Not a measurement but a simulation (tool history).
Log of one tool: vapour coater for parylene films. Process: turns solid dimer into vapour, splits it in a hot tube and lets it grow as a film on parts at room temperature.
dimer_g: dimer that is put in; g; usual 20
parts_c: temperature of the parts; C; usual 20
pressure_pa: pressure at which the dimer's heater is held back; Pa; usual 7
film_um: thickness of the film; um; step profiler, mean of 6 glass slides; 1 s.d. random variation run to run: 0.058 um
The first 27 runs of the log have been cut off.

run,hour,dimer_g,parts_c,pressure_pa,film_um
28,1640.5,12,15,3.21,5.34
29,1707.3,12,15,3.21,5.27
30,1776.8,26,26,10.26,6.94
31,1848.5,26,26,10.26,6.83
32,1911.5,26,26,10.26,6.89
# hour 1950.3: trap's valve overhauled
33,1971.1,26,26,10.26,6.85
# hour 1991: table's thermometer calibrated
34,2018.1,8,20,11.87,2.47
35,2072.2,8,20,11.87,2.5

Here are 3 independent what-if runs from the current tool condition. What would each one return?
A,2122.8,13,12,4.12,?
B,2122.8,20,15,5.05,?
C,2122.8,22,29,10.39,?

run,film_um
A,5.75
B,8.29
C,5.35
Stripped of hidden state, with their random variation kept, the same runs would have yielded:
run,film_um
A,5.76
B,8.3
C,5.36

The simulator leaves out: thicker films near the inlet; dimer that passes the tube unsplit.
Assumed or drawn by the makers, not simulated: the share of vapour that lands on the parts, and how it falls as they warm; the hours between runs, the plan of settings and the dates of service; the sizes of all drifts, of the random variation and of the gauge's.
